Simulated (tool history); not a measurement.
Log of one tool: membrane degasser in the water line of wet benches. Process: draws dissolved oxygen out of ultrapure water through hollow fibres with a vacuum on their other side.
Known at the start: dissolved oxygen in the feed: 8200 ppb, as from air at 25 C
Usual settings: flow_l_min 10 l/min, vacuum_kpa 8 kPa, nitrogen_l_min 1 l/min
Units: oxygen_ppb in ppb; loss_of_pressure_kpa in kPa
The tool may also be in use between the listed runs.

Run 1, day 0: usual settings. Result: oxygen_ppb 427.7 ppb, loss_of_pressure_kpa 34.87 kPa.
Run 2, day 7.9: usual settings. Result: oxygen_ppb 425.8 ppb, loss_of_pressure_kpa 35.07 kPa.
Run 3, day 16.267: usual settings but vacuum_kpa 13.88 kPa. Result: oxygen_ppb 559.3 ppb, loss_of_pressure_kpa 35.29 kPa.
Run 4, day 25.408: usual settings but vacuum_kpa 13.88 kPa. Result: oxygen_ppb 562.8 ppb, loss_of_pressure_kpa 34.75 kPa.
Run 5, day 31.854: usual settings but vacuum_kpa 13.88 kPa. Result: oxygen_ppb 566.4 ppb, loss_of_pressure_kpa 35.21 kPa.
Run 6, day 42.55: usual settings but flow_l_min 8 l/min, vacuum_kpa 13.88 kPa. Result: oxygen_ppb 416.5 ppb, loss_of_pressure_kpa 28.05 kPa.
Run 7, day 50.1: usual settings but vacuum_kpa 17.33 kPa. Result: oxygen_ppb 642.7 ppb, loss_of_pressure_kpa 35.34 kPa.
Run 8, day 57.792: usual settings but vacuum_kpa 17.33 kPa. Result: oxygen_ppb 649.7 ppb, loss_of_pressure_kpa 35.31 kPa.
Run 9, day 62.962: usual settings. Result: oxygen_ppb 443.4 ppb, loss_of_pressure_kpa 35.6 kPa.
Run 10, day 72.204: usual settings but flow_l_min 7 l/min. Result: oxygen_ppb 251.4 ppb, loss_of_pressure_kpa 24.72 kPa.
Run 11, day 82.696: usual settings but flow_l_min 7 l/min. Result: oxygen_ppb 257.2 ppb, loss_of_pressure_kpa 24.97 kPa.
Run 12, day 88.675: usual settings. Result: oxygen_ppb 440.6 ppb, loss_of_pressure_kpa 35.92 kPa.
Run 13, day 95.362: usual settings. Result: oxygen_ppb 459.3 ppb, loss_of_pressure_kpa 35.46 kPa.
Run 14, day 103.688: usual settings. Result: oxygen_ppb 455.2 ppb, loss_of_pressure_kpa 35.66 kPa.
Run 15, day 109.092: usual settings. Result: oxygen_ppb 458.6 ppb, loss_of_pressure_kpa 35.4 kPa.
Run 16, day 118.042: usual settings. Result: oxygen_ppb 465 ppb, loss_of_pressure_kpa 35.55 kPa.
Run 17, day 127.312: usual settings but vacuum_kpa 14.47 kPa. Result: oxygen_ppb 611.3 ppb, loss_of_pressure_kpa 36.11 kPa.
Run 18, day 134.138: usual settings but vacuum_kpa 4.94 kPa, nitrogen_l_min 0.6 l/min. Result: oxygen_ppb 424.7 ppb, loss_of_pressure_kpa 35.93 kPa.
Run 19, day 142.183: usual settings but flow_l_min 12 l/min, vacuum_kpa 13.55 kPa, nitrogen_l_min 0.69 l/min. Result: oxygen_ppb 856.7 ppb, loss_of_pressure_kpa 43.24 kPa.
Run 20, day 147.088: usual settings but flow_l_min 9 l/min, vacuum_kpa 12.81 kPa, nitrogen_l_min 2.33 l/min. Result: oxygen_ppb 391.5 ppb, loss_of_pressure_kpa 33.03 kPa.
Run 21, day 157.046: usual settings but vacuum_kpa 5.37 kPa, nitrogen_l_min 0.98 l/min. Result: oxygen_ppb 413.4 ppb, loss_of_pressure_kpa 36.33 kPa.
Run 22, day 166.588: usual settings but flow_l_min 15 l/min, vacuum_kpa 5.37 kPa, nitrogen_l_min 0.59 l/min. Result: oxygen_ppb 804.4 ppb, loss_of_pressure_kpa 54.12 kPa.
Run 23, day 173.367: usual settings but flow_l_min 14 l/min, vacuum_kpa 17.52 kPa, nitrogen_l_min 0.53 l/min. Result: oxygen_ppb 1298.9 ppb, loss_of_pressure_kpa 50.64 kPa.
Run 24, day 179.05: usual settings but flow_l_min 15 l/min, vacuum_kpa 5.51 kPa, nitrogen_l_min 0.76 l/min. Result: oxygen_ppb 796.5 ppb, loss_of_pressure_kpa 54.27 kPa.
Run 25, day 187.304: usual settings but flow_l_min 12 l/min, vacuum_kpa 5.51 kPa, nitrogen_l_min 0.45 l/min. Result: oxygen_ppb 630.3 ppb, loss_of_pressure_kpa 43.75 kPa.
Run 26, day 194.904: usual settings but flow_l_min 12 l/min, vacuum_kpa 4.92 kPa, nitrogen_l_min 2.16 l/min. Result: oxygen_ppb 523.8 ppb, loss_of_pressure_kpa 43.55 kPa.
Run 27, day 203.025: usual settings but vacuum_kpa 14.94 kPa, nitrogen_l_min 2.16 l/min. Result: oxygen_ppb 500.7 ppb, loss_of_pressure_kpa 36.86 kPa.
At day 207.783: seals of the vacuum lines changed.
Run 28, day 213.412: usual settings but flow_l_min 14 l/min, vacuum_kpa 7.53 kPa, nitrogen_l_min 1.35 l/min. Result: oxygen_ppb 743.2 ppb, loss_of_pressure_kpa 51.5 kPa.
Run 29, day 221.367: usual settings but flow_l_min 14 l/min, vacuum_kpa 7.53 kPa, nitrogen_l_min 1.35 l/min. Result: oxygen_ppb 751.7 ppb, loss_of_pressure_kpa 51.67 kPa.
Run 30, day 228.133: usual settings but flow_l_min 14 l/min, vacuum_kpa 7.53 kPa, nitrogen_l_min 1.1 l/min. Result: oxygen_ppb 761.7 ppb, loss_of_pressure_kpa 51.58 kPa.
Run 31, day 234.567: usual settings but vacuum_kpa 14.06 kPa, nitrogen_l_min 0.68 l/min. Result: oxygen_ppb 717.1 ppb, loss_of_pressure_kpa 36.95 kPa.

Forecast each of these 5 alternatives for the next run:
Run A, day 241.5: usual settings but vacuum_kpa 10.68 kPa, nitrogen_l_min 1.09 l/min. Result: oxygen_ppb ?, loss_of_pressure_kpa ?.
Run B, day 241.5: usual settings but flow_l_min 14 l/min, vacuum_kpa 9.23 kPa, nitrogen_l_min 0.68 l/min. Result: oxygen_ppb ?, loss_of_pressure_kpa ?.
Run C, day 241.5: usual settings but vacuum_kpa 8.67 kPa, nitrogen_l_min 0.85 l/min. Result: oxygen_ppb ?, loss_of_pressure_kpa ?.
Run D, day 241.5: usual settings but flow_l_min 14 l/min, vacuum_kpa 13.63 kPa, nitrogen_l_min 2.55 l/min. Result: oxygen_ppb ?, loss_of_pressure_kpa ?.
Run E, day 241.5: usual settings but flow_l_min 12 l/min, nitrogen_l_min 0.58 l/min. Result: oxygen_ppb ?, loss_of_pressure_kpa ?.

run  oxygen_ppb  loss_of_pressure_kpa
  A       537.2                 37.04
  B       908.7                 52.03
  C       530.6                 36.72
  D       781.4                  51.9
  E       738.3                 44.62
Without the tool's hidden state the same runs would have given:
run  oxygen_ppb  loss_of_pressure_kpa
  A       397.6                 32.42
  B       703.7                 45.54
  C       388.1                 32.12
  D       582.9                 45.41
  E       557.4                 39.08
